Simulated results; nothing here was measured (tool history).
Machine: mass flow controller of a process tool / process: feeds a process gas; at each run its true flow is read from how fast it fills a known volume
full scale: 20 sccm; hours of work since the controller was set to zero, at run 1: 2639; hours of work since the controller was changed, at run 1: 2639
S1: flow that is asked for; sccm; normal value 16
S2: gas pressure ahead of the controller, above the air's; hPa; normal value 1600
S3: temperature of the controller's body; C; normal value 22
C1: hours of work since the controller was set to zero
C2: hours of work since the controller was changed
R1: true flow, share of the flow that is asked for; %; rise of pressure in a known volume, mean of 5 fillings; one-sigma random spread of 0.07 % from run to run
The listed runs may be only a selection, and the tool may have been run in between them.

run,hour,S1,S2,S3,C1,C2,R1
1,0,16,1600,22,2639,2639,98.95
2,159.3,16,1600,22,2760,2760,98.79
3,357.5,16,1570,22,2911,2911,98.74
4,618.8,16,1600,22,3111,3111,98.42
5,808.1,16,1600,22,3255,3255,98.45
6,942.8,16,1460,22,3358,3358,98.26
7,1133.9,16,1600,32,3504,3504,99.29
8,1407.5,16,1600,32,3712,3712,99.13
9,1575.1,16,1600,32,3840,3840,99.16
10,1745.8,16,1600,32,3970,3970,98.73
11,1978.6,16,1490,22,4148,4148,97.67
12,2203.2,16,1600,22,4319,4319,97.46
13,2476.5,16,1600,22,4528,4528,97.18
# hour 2521.6: gauge calibrated
14,2661.3,6,1750,22,4669,4669,97.64
15,2829.2,6,1750,22,4797,4797,97.6
16,2974.9,5,2070,26,4908,4908,97.91
17,3098.3,5,2070,26,5002,5002,97.85
18,3353,19,2670,34,5196,5196,100.61
19,3492.7,19,2670,34,5303,5303,100.56
20,3712.2,9,1510,23,5470,5470,97.3
21,3847.2,13,1600,22,5573,5573,97.74
22,4116.9,5,2530,39,5779,5779,98.88
23,4271.6,6,2380,27,5897,5897,97.4
24,4489.7,6,2380,27,6063,6063,97.29

Hidden condition of the tool, last listed run before each entry between runs versus first listed run after:
From run 13 to run 14: gauge calibrated (hour 2521.6)
  drift of the gauge itself on true_pct, %: -1.72 -> -0.1
  measured less the result without the state, R1: -1.69 -> -0.08 %

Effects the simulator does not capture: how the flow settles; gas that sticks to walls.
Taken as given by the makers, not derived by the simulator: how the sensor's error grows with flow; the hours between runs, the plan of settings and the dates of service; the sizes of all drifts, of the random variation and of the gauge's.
